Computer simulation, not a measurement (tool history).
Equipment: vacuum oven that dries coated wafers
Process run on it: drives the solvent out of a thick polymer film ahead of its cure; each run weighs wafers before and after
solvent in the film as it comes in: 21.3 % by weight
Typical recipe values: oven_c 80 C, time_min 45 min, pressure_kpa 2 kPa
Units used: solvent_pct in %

run	day	oven_c	time_min	pressure_kpa	solvent_pct
1	0	80	45	2	2.44
2	2.783	80	45	2	2.48
3	5.758	80	45	2	2.45
4	7.921	80	45	2	2.38
5	9.808	80	45	1.9	2.42
6	13.229	80	45	1.9	2.46
# day 13.942: oven's thermocouples calibrated
7	17.146	83	45	1.9	1.87
8	21.525	80	45	2	2.51
9	24.262	80	45	2	2.44
10	27.65	80	45	2	2.45
11	30.662	80	45	2	2.61
12	34.575	80	45	2	2.53
13	38.625	80	45	5.21	4.61
14	41.325	80	45	2	2.43
15	45.362	80	45	2	2.57
16	47.438	80	45	2	2.47
17	50.812	80	45	2	2.48
18	54.7	80	45	2	2.46
19	58.988	80	45	2	2.42
20	62.954	80	45	2	2.55
21	66.383	80	41	2	2.75
22	69.812	80	41	2	2.76
23	72.129	73	45	2	4.5
24	76.35	79	29	5.04	6.39
25	79.842	79	29	5.04	6.35
26	82.146	79	29	5.04	6.51

Run 27, settings as shown, results not yet in. Your forecast:
# day 83.521: oven's thermocouples calibrated
27	84.488	89	73	1.97	?

solvent_pct: 0.97 %
Had the tool carried no hidden state, the very same run would have given solvent_pct 0.96 %.
